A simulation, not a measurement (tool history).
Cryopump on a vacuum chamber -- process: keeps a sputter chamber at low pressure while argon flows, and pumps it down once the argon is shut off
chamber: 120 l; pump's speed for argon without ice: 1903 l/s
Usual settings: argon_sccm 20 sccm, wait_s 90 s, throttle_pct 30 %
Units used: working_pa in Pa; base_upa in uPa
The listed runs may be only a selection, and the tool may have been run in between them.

run 1 hour=0 | argon_sccm=20 wait_s=90 throttle_pct=30 | working_pa=0.0637 base_upa=1.32
run 2 hour=24.8 | argon_sccm=20 wait_s=90 throttle_pct=30 | working_pa=0.0635 base_upa=1.34
run 3 hour=41.8 | argon_sccm=20 wait_s=90 throttle_pct=20 | working_pa=0.093 base_upa=1.35
run 4 hour=58.6 | argon_sccm=20 wait_s=142 throttle_pct=30 | working_pa=0.0636 base_upa=1.26
run 5 hour=83.3 | argon_sccm=20 wait_s=102 throttle_pct=30 | working_pa=0.0648 base_upa=1.31
run 6 hour=101.2 | argon_sccm=20 wait_s=102 throttle_pct=30 | working_pa=0.0642 base_upa=1.33
run 7 hour=118.3 | argon_sccm=20 wait_s=102 throttle_pct=30 | working_pa=0.0646 base_upa=1.38
run 8 hour=139.6 | argon_sccm=20 wait_s=102 throttle_pct=30 | working_pa=0.0641 base_upa=1.39
run 9 hour=153.4 | argon_sccm=20 wait_s=90 throttle_pct=30 | working_pa=0.0637 base_upa=1.43
run 10 hour=171.1 | argon_sccm=20 wait_s=90 throttle_pct=30 | working_pa=0.0643 base_upa=1.42
run 11 hour=190.7 | argon_sccm=20 wait_s=90 throttle_pct=30 | working_pa=0.0644 base_upa=1.46
run 12 hour=210.7 | argon_sccm=20 wait_s=90 throttle_pct=30 | working_pa=0.0652 base_upa=1.45
run 13 hour=224.9 | argon_sccm=20 wait_s=90 throttle_pct=30 | working_pa=0.0652 base_upa=1.46
run 14 hour=241.4 | argon_sccm=20 wait_s=90 throttle_pct=30 | working_pa=0.0652 base_upa=1.4
run 15 hour=259.9 | argon_sccm=20 wait_s=90 throttle_pct=30 | working_pa=0.0649 base_upa=1.44
run 16 hour=280.2 | argon_sccm=20 wait_s=90 throttle_pct=21 | working_pa=0.0905 base_upa=1.55
run 17 hour=300.7 | argon_sccm=20 wait_s=90 throttle_pct=21 | working_pa=0.0908 base_upa=1.53
run 18 hour=321.3 | argon_sccm=16 wait_s=38 throttle_pct=17 | working_pa=0.0876 base_upa=1.9
run 19 hour=343.3 | argon_sccm=20 wait_s=140 throttle_pct=22 | working_pa=0.0851 base_upa=1.45
run 20 hour=353.4 | argon_sccm=32 wait_s=142 throttle_pct=52 | working_pa=0.0642 base_upa=1.38
run 21 hour=376.4 | argon_sccm=32 wait_s=142 throttle_pct=52 | working_pa=0.064 base_upa=1.49
run 22 hour=400.9 | argon_sccm=33 wait_s=69 throttle_pct=17 | working_pa=0.1848 base_upa=1.74
run 23 hour=411 | argon_sccm=18 wait_s=81 throttle_pct=30 | working_pa=0.0595 base_upa=1.72
run 24 hour=433 | argon_sccm=18 wait_s=81 throttle_pct=30 | working_pa=0.0584 base_upa=1.66
run 25 hour=454.9 | argon_sccm=20 wait_s=51 throttle_pct=46 | working_pa=0.0456 base_upa=1.86
run 26 hour=472.3 | argon_sccm=20 wait_s=51 throttle_pct=46 | working_pa=0.0457 base_upa=1.92
run 27 hour=488.7 | argon_sccm=20 wait_s=39 throttle_pct=27 | working_pa=0.0729 base_upa=2.13
run 28 hour=504.1 | argon_sccm=20 wait_s=39 throttle_pct=27 | working_pa=0.0735 base_upa=2.11
run 29 hour=524.6 | argon_sccm=20 wait_s=192 throttle_pct=20 | working_pa=0.0967 base_upa=1.52
run 30 hour=544.8 | argon_sccm=9 wait_s=155 throttle_pct=51 | working_pa=0.0189 base_upa=1.61
run 31 hour=555.2 | argon_sccm=38 wait_s=120 throttle_pct=22 | working_pa=0.1673 base_upa=1.62
run 32 hour=573 | argon_sccm=20 wait_s=26 throttle_pct=30 | working_pa=0.0676 base_upa=2.5
run 33 hour=589 | argon_sccm=20 wait_s=26 throttle_pct=30 | working_pa=0.0663 base_upa=2.49
run 34 hour=602.6 | argon_sccm=20 wait_s=26 throttle_pct=30 | working_pa=0.0674 base_upa=2.52

Table of differences, measured result less the result of that run with no hidden state. Run-to-run variation is the same in both. Gauge scatter possibly is not:
Hidden state at play: pump's speed, % of a pump's without ice; cold plate's temperature, K; leak into the chamber, uPa l/s; drift of the gauge itself on working_pa, %; drift of the gauge itself on base_upa, %.
run=1 working_pa=+0.004 base_upa=+0.85
run=2 working_pa=+0.0042 base_upa=+0.87
run=3 working_pa=+0.0043 base_upa=+0.86
run=4 working_pa=+0.0044 base_upa=+0.88
run=5 working_pa=+0.0046 base_upa=+0.89
run=6 working_pa=+0.0046 base_upa=+0.92
run=7 working_pa=+0.0047 base_upa=+0.92
run=8 working_pa=+0.0049 base_upa=+0.93
run=9 working_pa=+0.0049 base_upa=+0.95
run=10 working_pa=+0.0051 base_upa=+0.96
run=11 working_pa=+0.0052 base_upa=+0.98
run=12 working_pa=+0.0054 base_upa=+0.98
run=13 working_pa=+0.0054 base_upa=+0.97
run=14 working_pa=+0.0056 base_upa=+0.97
run=15 working_pa=+0.0057 base_upa=+1.01
run=16 working_pa=+0.0058 base_upa=+1.02
run=17 working_pa=+0.0059 base_upa=+1.07
run=18 working_pa=+0.0048 base_upa=+1.04
run=19 working_pa=+0.0062 base_upa=+1.06
run=20 working_pa=+0.01 base_upa=+1.06
run=21 working_pa=+0.0104 base_upa=+1.12
run=22 working_pa=+0.011 base_upa=+1.13
run=23 working_pa=+0.006 base_upa=+1.17
run=24 working_pa=+0.0062 base_upa=+1.14
run=25 working_pa=+0.007 base_upa=+1.14
run=26 working_pa=+0.0072 base_upa=+1.16
run=27 working_pa=+0.0073 base_upa=+1.21
run=28 working_pa=+0.0075 base_upa=+1.2
run=29 working_pa=+0.0076 base_upa=+1.21
run=30 working_pa=+0.0035 base_upa=+1.22
run=31 working_pa=+0.0148 base_upa=+1.21
run=32 working_pa=+0.0079 base_upa=+1.23
run=33 working_pa=+0.008 base_upa=+1.24
run=34 working_pa=+0.0082 base_upa=+1.28
